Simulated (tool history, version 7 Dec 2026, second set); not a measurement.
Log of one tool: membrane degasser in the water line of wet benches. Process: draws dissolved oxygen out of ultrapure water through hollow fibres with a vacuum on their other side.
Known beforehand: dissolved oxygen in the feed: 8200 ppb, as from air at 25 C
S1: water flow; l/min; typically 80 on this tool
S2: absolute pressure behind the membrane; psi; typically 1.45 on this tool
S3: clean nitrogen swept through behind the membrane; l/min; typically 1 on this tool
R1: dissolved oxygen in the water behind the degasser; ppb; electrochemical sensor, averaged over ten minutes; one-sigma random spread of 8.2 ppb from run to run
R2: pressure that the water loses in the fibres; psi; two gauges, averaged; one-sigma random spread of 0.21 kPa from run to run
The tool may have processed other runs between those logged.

run    hour  S1    S2    S3      R1     R2
  1       0  80  1.45     1   909.5  7.004
  2   179.4  80  1.45     1   900.7  7.011
  3   378.4  80  1.45     1   900.2  6.995
  4   519.2  80  1.45     1   898.2  7.092
      703.8  -- seals of the vacuum lines changed
  5   703.8  80  1.45     1   905.5  6.997
  6   892.3  80  1.45     1   894.5  6.946
  7  1000.3  72  1.55  2.38   500.3  6.342
  8  1105.8  72  1.55  2.38   496.2  6.267
  9  1301.9  56  2.99  0.51  2325.1  4.849
 10  1544.2  71  2.25  0.59  1852.2  6.137

Branching from run 10: 5 alternative next runs. What would each branch give?
  A  1714.4   78  1.19  0.59   ?   ?
  B  1714.4  128  1.77  0.59   ?   ?
  C  1714.4   68  2.06  1.04   ?   ?
  D  1714.4   64  1.45  2.75   ?   ?
  E  1714.4  111  2.54  0.59   ?   ?

run      R1      R2
  A   905.2   6.705
  B  2038.5  11.106
  C  1175.1   5.909
  D   361.9   5.522
  E  2689.1    9.61
Without the tool's hidden state the same runs would have given:
run      R1      R2
  A   902.6   6.792
  B  2034.8  11.248
  C  1173.6   5.984
  D   360.9   5.591
  E  2686.4   9.733

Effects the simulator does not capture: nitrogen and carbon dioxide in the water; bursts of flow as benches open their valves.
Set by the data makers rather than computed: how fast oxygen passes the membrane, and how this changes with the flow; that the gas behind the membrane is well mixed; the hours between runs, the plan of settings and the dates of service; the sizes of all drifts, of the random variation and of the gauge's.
